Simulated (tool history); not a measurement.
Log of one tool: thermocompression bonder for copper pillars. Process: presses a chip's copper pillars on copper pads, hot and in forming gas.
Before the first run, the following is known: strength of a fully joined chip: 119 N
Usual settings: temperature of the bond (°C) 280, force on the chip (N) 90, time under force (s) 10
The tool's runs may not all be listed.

run   hour  temperature of the bond (°C)  force on the chip (N)  time under force (s)  force that shears a chip off (N)
  1    0.0                           280                     90                    10                              84.6
  2    6.8                           280                     90                    10                              84.5
  3   20.7                           280                     90                     5                              68.4
  4   33.0                           280                     90                    24                             102.1
  5   46.6                           280                     90                    24                             102.9
  6   58.8                           280                     90                    24                             101.2
  7   70.8                           280                     90                    24                             101.3
  8   77.3                           280                     90                    24                             101.8
  9   90.2                           280                     90                    24                             101.1
 10  100.7                           280                     90                    24                             102.1
 11  114.3                           280                     90                    24                              99.3
 12  123.9                           280                     90                    10                              84.9
 13  136.2                           280                     90                    10                              84.0
 14  151.0                           280                     90                    16                              93.7
 15  165.3                           280                     90                    29                             104.7
 16  180.4                           280                     90                    29                             102.9
 17  192.5                           280                     90                    29                             103.5
 18  202.5                           280                     90                    10                              84.2
 19  210.0                           280                     86                    10                              81.3
 20  218.7                           280                     86                    10                              82.8
 21  231.4                           309                     95                    10                             105.8
 22  244.4                           300                     96                    13                             107.0
 23  258.9                           280                    129                    10                             100.5
 24  271.0                           280                    129                    10                             100.5
 25  277.5                           280                     71                    24                              91.7
 26  285.2                           280                     90                    10                              83.7
 27  296.8                           280                     90                    10                              84.6
 28  311.5                           280                     74                    10                              74.1
 29  318.7                           280                     90                     8                              78.8
 30  328.3                           280                     90                     8                              77.5
 31  339.4                           280                     90                     8                              78.5
 32  351.6                           280                     90                     8                              78.3
 33  363.8                           279                     73                     8                              65.8
 34  372.5                           288                     73                     9                              77.9
 35  386.8                           264                     71                    22                              73.2
 36  401.7                           264                     71                    22                              74.9
 37  414.9                           264                     71                    22                              75.8
 38  425.4                           264                     71                    22                              74.3
 39  435.3                           264                     71                    22                              75.5
 40  442.8                           264                     71                    22                              72.7

Put back what was entered between runs (3 entries, withheld): which listed runs does each sit between, and how does the hidden state differ from the listed run before to the listed run after?
After run 3, before run 4: forming gas filter changed (hour 30.8)
  oxide that the forming gas leaves, % of the face: 1.01 -> 0.51
After run 21, before run 22: heater calibrated with a thermocouple chip (hour 241.2)
  true temperature of the bond over the reading, C: 0.5 -> 0; oxide that the forming gas leaves, % of the face: 0.83 -> 0.85
After run 30, before run 31: forming gas filter changed (hour 335.7)
  oxide that the forming gas leaves, % of the face: 0.99 -> 0.51

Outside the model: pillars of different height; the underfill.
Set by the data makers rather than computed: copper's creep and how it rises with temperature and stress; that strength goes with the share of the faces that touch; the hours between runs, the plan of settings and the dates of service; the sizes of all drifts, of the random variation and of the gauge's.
